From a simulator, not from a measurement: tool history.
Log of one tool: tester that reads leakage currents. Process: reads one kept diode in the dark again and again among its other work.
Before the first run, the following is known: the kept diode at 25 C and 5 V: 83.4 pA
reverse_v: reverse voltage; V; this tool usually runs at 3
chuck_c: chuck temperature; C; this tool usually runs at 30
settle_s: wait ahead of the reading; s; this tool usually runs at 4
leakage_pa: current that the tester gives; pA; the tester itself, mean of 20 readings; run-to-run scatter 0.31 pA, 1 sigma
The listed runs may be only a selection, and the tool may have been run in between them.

| run | day | reverse_v | chuck_c | settle_s | leakage_pa |
|---|---|---|---|---|---|
| 1 | 0 | 3 | 30 | 4 | 93.72 |
| 2 | 3.658 | 3 | 30 | 4 | 93.09 |
| 3 | 6.875 | 3 | 23 | 4 | 48.44 |
| 4 | 10.958 | 3 | 23 | 4 | 49.05 |
| 5 | 14.746 | 3 | 23 | 4 | 48.63 |
| 6 | 18.129 | 3 | 23 | 4 | 48.63 |
| 7 | 22.079 | 3 | 23 | 4 | 48.54 |
| 8 | 24.158 | 3 | 30 | 4 | 92.79 |
|  | 26.008 | chuck's temperature calibrated |
| 9 | 28.304 | 3 | 30 | 4 | 106.29 |
| 10 | 31.142 | 3 | 30 | 4 | 106.3 |
| 11 | 34.325 | 3 | 30 | 2.28 | 106.36 |
| 12 | 37.796 | 4.41 | 39 | 5.13 | 292.21 |
| 13 | 42.646 | 4.41 | 39 | 5.13 | 291.13 |
| 14 | 44.762 | 5.34 | 29 | 2.98 | 134.14 |
| 15 | 48.196 | 4.32 | 23 | 2.52 | 69.17 |
| 16 | 50.908 | 2.92 | 21 | 2.52 | 46.18 |

Here are 4 independent what-if runs from the current tool condition. What would each one return?
| A | 53.408 | 3 | 41 | 4 | ? |
| B | 53.408 | 2.05 | 30 | 0.76 | ? |
| C | 53.408 | 2.64 | 21 | 4.09 | ? |
| D | 53.408 | 3 | 30 | 0.42 | ? |

| run | leakage_pa |
|---|---|
| A | 277.94 |
| B | 86 |
| C | 43.28 |
| D | 107 |
Take away the tool's hidden state, keep each run's random variation, and the runs would have read:
| run | leakage_pa |
|---|---|
| A | 271.83 |
| B | 82.94 |
| C | 40.08 |
| D | 102.72 |
